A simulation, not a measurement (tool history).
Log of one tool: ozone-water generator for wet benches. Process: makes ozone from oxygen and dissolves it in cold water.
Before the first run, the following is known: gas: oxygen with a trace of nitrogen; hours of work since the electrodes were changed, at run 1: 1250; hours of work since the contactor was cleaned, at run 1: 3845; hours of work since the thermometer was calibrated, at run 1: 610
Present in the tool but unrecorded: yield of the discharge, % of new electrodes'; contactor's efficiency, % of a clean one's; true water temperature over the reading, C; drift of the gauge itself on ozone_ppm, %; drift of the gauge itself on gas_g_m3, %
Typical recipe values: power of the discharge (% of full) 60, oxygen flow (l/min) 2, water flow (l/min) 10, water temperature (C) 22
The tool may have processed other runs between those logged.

run,hour,power of the discharge (% of full),oxygen flow (l/min),water flow (l/min),water temperature (C),hours of work since the electrodes were changed,hours of work since the contactor was cleaned,hours of work since the thermometer was calibrated,dissolved ozone (ppm),ozone in the gas ahead of the water (g/m3)
1,0,60,2,10,22,1250,3845,610,23,239.8
2,65.9,60,2,10,22,1293,3888,653,22.8,239.6
3,187.4,60,2,10,22,1373,3969,733,22.9,239.2
4,253.6,60,2,10,22,1417,4012,777,22.6,241.8
5,348.5,60,1.98,10,22,1480,4075,840,23.1,240.2
6,464.1,60,1.98,10,22,1556,4151,916,23.1,241.4
7,565.8,60,1.98,10,22,1623,4218,983,22.8,240.4
8,664.1,60,1.98,9,22,1688,4283,1048,24.7,239
9,771.7,60,1.98,9,22,1759,4354,1119,24.8,238.5
10,856.7,60,1.98,9,22,1815,4410,1175,24.7,239.4
11,984.4,60,1.98,9,22,1899,4494,1259,24.3,239.1
12,1075.4,68,2.47,9,16,1959,4554,1319,29.4,231.1
13,1173.8,41,2.47,8,21,2024,4619,1384,20.6,163
14,1307.4,60,1.36,10,21,2112,4707,1472,21.9,292.1
15,1395.6,88,2.47,10,22,2170,4766,1530,29.7,276.2
16,1474.5,88,2,8,25,2222,4818,1583,33.2,307.5
17,1535.9,88,2,8,25,2263,4858,1623,33.4,307.4
18,1643.1,60,1.41,9,22,2334,4929,1694,23.9,284.9
19,1767.6,60,1.16,8,26,2416,5011,1776,24.5,318.2
20,1826.2,60,1.31,10,16,2454,5050,1815,22.9,296.7
21,1931.9,40,1.74,7,21,2524,5119,1884,22.2,192.5

The same runs without the tool's hidden state, with the same run-to-run variation:
run,dissolved ozone (ppm),ozone in the gas ahead of the water (g/m3)
1,24,244
2,23.8,243.9
3,24,243.7
4,23.7,246.5
5,24.2,245
6,24.3,246.4
7,24,245.5
8,26,244.3
9,26.1,244
10,26,245
11,25.7,244.9
12,31.1,237.4
13,21.6,165.9
14,23.2,299.8
15,31.8,285.9
16,35.4,318.5
17,35.7,318.6
18,25.4,293.1
19,26.1,327.6
20,24.5,305.6
21,23.4,196.5
